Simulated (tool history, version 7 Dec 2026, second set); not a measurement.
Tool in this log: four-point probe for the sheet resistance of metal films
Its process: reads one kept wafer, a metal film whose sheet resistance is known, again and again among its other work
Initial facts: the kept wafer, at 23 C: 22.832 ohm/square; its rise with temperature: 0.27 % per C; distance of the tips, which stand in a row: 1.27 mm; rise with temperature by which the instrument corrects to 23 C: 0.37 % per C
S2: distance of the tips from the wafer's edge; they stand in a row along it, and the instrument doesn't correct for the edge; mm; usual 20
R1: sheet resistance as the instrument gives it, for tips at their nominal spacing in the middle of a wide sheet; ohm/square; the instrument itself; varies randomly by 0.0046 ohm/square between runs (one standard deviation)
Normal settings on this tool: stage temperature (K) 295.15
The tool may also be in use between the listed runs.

run 1 hour=0.0 | stage_temperature_(K)=295.15 S2=20 | R1=22.913644
run 2 hour=22.8 | stage_temperature_(K)=295.15 S2=20 | R1=22.913432
run 3 hour=37.0 | stage_temperature_(K)=299.15 S2=20 | R1=22.817631
run 4 hour=57.0 | stage_temperature_(K)=299.15 S2=20 | R1=22.815495
run 5 hour=69.8 | stage_temperature_(K)=295.15 S2=20 | R1=22.914489
run 6 hour=85.4 | stage_temperature_(K)=299.15 S2=20 | R1=22.818439
run 7 hour=108.3 | stage_temperature_(K)=299.15 S2=20 | R1=22.812909
run 8 hour=132.4 | stage_temperature_(K)=299.15 S2=20 | R1=22.819626
run 9 hour=158.2 | stage_temperature_(K)=295.15 S2=20 | R1=22.897087
run 10 hour=176.2 | stage_temperature_(K)=295.15 S2=20 | R1=22.899319
run 11 hour=193.8 | stage_temperature_(K)=295.15 S2=20 | R1=22.908084
run 12 hour=219.0 | stage_temperature_(K)=295.15 S2=20 | R1=22.906236
run 13 hour=235.4 | stage_temperature_(K)=295.15 S2=20 | R1=22.910480
run 14 hour=255.4 | stage_temperature_(K)=295.15 S2=20 | R1=22.902986
run 15 hour=283.1 | stage_temperature_(K)=292.15 S2=20 | R1=22.971148
run 16 hour=307.8 | stage_temperature_(K)=292.15 S2=20 | R1=22.969907
run 17 hour=334.0 | stage_temperature_(K)=305.15 S2=20 | R1=22.672382
run 18 hour=353.3 | stage_temperature_(K)=305.15 S2=20 | R1=22.669861
run 19 hour=369.6 | stage_temperature_(K)=304.15 S2=20 | R1=22.697220
run 20 hour=388.8 | stage_temperature_(K)=293.15 S2=58 | R1=22.896681
run 21 hour=415.6 | stage_temperature_(K)=296.15 S2=66 | R1=22.831280
run 22 hour=443.7 | stage_temperature_(K)=296.15 S2=66 | R1=22.825195
run 23 hour=455.9 | stage_temperature_(K)=296.15 S2=66 | R1=22.831104
run 24 hour=470.3 | stage_temperature_(K)=295.15 S2=49 | R1=22.856874
run 25 hour=490.7 | stage_temperature_(K)=304.15 S2=15 | R1=22.717856
run 26 hour=510.3 | stage_temperature_(K)=307.15 S2=72 | R1=22.572280
run 27 hour=523.5 | stage_temperature_(K)=296.15 S2=12 | R1=22.957839
run 28 hour=539.6 | stage_temperature_(K)=298.15 S2=4 | R1=23.943204
run 29 hour=561.8 | stage_temperature_(K)=298.15 S2=4 | R1=23.931355
run 30 hour=587.3 | stage_temperature_(K)=291.15 S2=40 | R1=22.958703
run 31 hour=607.2 | stage_temperature_(K)=291.15 S2=40 | R1=22.952752
run 32 hour=635.5 | stage_temperature_(K)=306.15 S2=3 | R1=24.566583
run 33 hour=657.0 | stage_temperature_(K)=306.15 S2=3 | R1=24.561542
run 34 hour=675.7 | stage_temperature_(K)=302.15 S2=6 | R1=23.212278
run 35 hour=698.0 | stage_temperature_(K)=298.15 S2=61 | R1=22.775283
run 36 hour=717.5 | stage_temperature_(K)=294.15 S2=33 | R1=22.877481
run 37 hour=739.2 | stage_temperature_(K)=294.15 S2=33 | R1=22.874917

What if the next run were any one of these 5? Each begins from the tool's condition after run 37:
run A hour=761.6 | stage_temperature_(K)=294.15 S2=19 | R1=?
run B hour=761.6 | stage_temperature_(K)=304.15 S2=10 | R1=?
run C hour=761.6 | stage_temperature_(K)=301.15 S2=17 | R1=?
run D hour=761.6 | stage_temperature_(K)=295.15 S2=36 | R1=?
run E hour=761.6 | stage_temperature_(K)=294.15 S2=4 | R1=?

run=A R1=22.914911
run=B R1=22.823499
run=C R1=22.770898
run=D R1=22.856282
run=E R1=24.031772
Had the tool no hidden state, the same runs would have come out as:
run=A R1=22.934774
run=B R1=22.843467
run=C R1=22.790774
run=D R1=22.876118
run=E R1=24.052487
